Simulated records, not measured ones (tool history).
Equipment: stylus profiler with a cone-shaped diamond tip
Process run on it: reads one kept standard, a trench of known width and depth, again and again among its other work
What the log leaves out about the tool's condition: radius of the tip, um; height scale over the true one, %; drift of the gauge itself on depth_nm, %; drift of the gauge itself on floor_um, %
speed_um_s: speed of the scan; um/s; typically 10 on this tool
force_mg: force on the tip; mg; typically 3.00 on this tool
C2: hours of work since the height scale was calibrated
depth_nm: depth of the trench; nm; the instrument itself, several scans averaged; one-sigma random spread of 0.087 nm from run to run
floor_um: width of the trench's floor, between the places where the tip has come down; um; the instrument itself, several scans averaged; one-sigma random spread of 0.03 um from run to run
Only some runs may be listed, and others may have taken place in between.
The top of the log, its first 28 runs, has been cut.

{"run": 29, "hour": 1095.9, "speed_um_s": 10, "force_mg": 3.0, "scans with this tip": 11832, "C2": 69, "depth_nm": 508.33, "floor_um": 26.79}
{"run": 30, "hour": 1128.5, "speed_um_s": 10, "force_mg": 3.0, "scans with this tip": 11992, "C2": 85, "depth_nm": 508.21, "floor_um": 26.77}
{"run": 31, "hour": 1162.0, "speed_um_s": 2, "force_mg": 7.69, "scans with this tip": 12157, "C2": 100, "depth_nm": 515.55, "floor_um": 26.85}
{"run": 32, "hour": 1195.6, "speed_um_s": 18, "force_mg": 6.69, "scans with this tip": 12322, "C2": 116, "depth_nm": 514.15, "floor_um": 26.76}
{"run": 33, "hour": 1247.7, "speed_um_s": 18, "force_mg": 6.69, "scans with this tip": 12579, "C2": 141, "depth_nm": 513.93, "floor_um": 26.79}
{"run": 34, "hour": 1287.4, "speed_um_s": 18, "force_mg": 6.69, "scans with this tip": 12775, "C2": 160, "depth_nm": 513.96, "floor_um": 26.75}
{"run": 35, "hour": 1324.0, "speed_um_s": 18, "force_mg": 1.3, "scans with this tip": 12955, "C2": 178, "depth_nm": 504.48, "floor_um": 26.66}
{"run": 36, "hour": 1347.7, "speed_um_s": 19, "force_mg": 1.6, "scans with this tip": 13071, "C2": 189, "depth_nm": 505.22, "floor_um": 26.64}
{"run": 37, "hour": 1391.1, "speed_um_s": 25, "force_mg": 1.32, "scans with this tip": 13285, "C2": 210, "depth_nm": 504.37, "floor_um": 26.62}
{"run": 38, "hour": 1439.6, "speed_um_s": 13, "force_mg": 1.48, "scans with this tip": 13524, "C2": 233, "depth_nm": 504.81, "floor_um": 26.69}
{"run": 39, "hour": 1474.0, "speed_um_s": 13, "force_mg": 1.48, "scans with this tip": 13693, "C2": 249, "depth_nm": 504.77, "floor_um": 26.7}
{"run": 40, "hour": 1505.0, "speed_um_s": 4, "force_mg": 5.79, "scans with this tip": 13846, "C2": 264, "depth_nm": 512.56, "floor_um": 26.74}
{"run": 41, "hour": 1554.9, "speed_um_s": 9, "force_mg": 2.59, "scans with this tip": 14092, "C2": 288, "depth_nm": 507.08, "floor_um": 26.7}
{"run": 42, "hour": 1601.5, "speed_um_s": 8, "force_mg": 7.15, "scans with this tip": 14321, "C2": 310, "depth_nm": 514.61, "floor_um": 26.71}
{"run": 43, "hour": 1644.9, "speed_um_s": 8, "force_mg": 7.15, "scans with this tip": 14535, "C2": 331, "depth_nm": 514.59, "floor_um": 26.7}
{"run": 44, "hour": 1671.8, "speed_um_s": 8, "force_mg": 7.15, "scans with this tip": 14667, "C2": 344, "depth_nm": 514.43, "floor_um": 26.67}
{"run": 45, "hour": 1697.2, "speed_um_s": 10, "force_mg": 1.17, "scans with this tip": 14793, "C2": 356, "depth_nm": 503.71, "floor_um": 26.63}

Alternative continuations, all from the tool just after run 45; predict every row:
{"run": "A", "hour": 1724.3, "speed_um_s": 6, "force_mg": 6.67, "scans with this tip": 14926, "C2": 369, "depth_nm": "?", "floor_um": "?"}
{"run": "B", "hour": 1724.3, "speed_um_s": 10, "force_mg": 2.24, "scans with this tip": 14926, "C2": 369, "depth_nm": "?", "floor_um": "?"}
{"run": "C", "hour": 1724.3, "speed_um_s": 7, "force_mg": 3.76, "scans with this tip": 14926, "C2": 369, "depth_nm": "?", "floor_um": "?"}
{"run": "D", "hour": 1724.3, "speed_um_s": 5, "force_mg": 8.66, "scans with this tip": 14926, "C2": 369, "depth_nm": "?", "floor_um": "?"}

run=A depth_nm=513.71 floor_um=26.69
run=B depth_nm=506.21 floor_um=26.62
run=C depth_nm=509.15 floor_um=26.68
run=D depth_nm=516.48 floor_um=26.70
What these runs would have given with no unlogged condition in the tool:
run=A depth_nm=514.37 floor_um=27.36
run=B depth_nm=506.87 floor_um=27.28
run=C depth_nm=509.81 floor_um=27.34
run=D depth_nm=517.15 floor_um=27.36
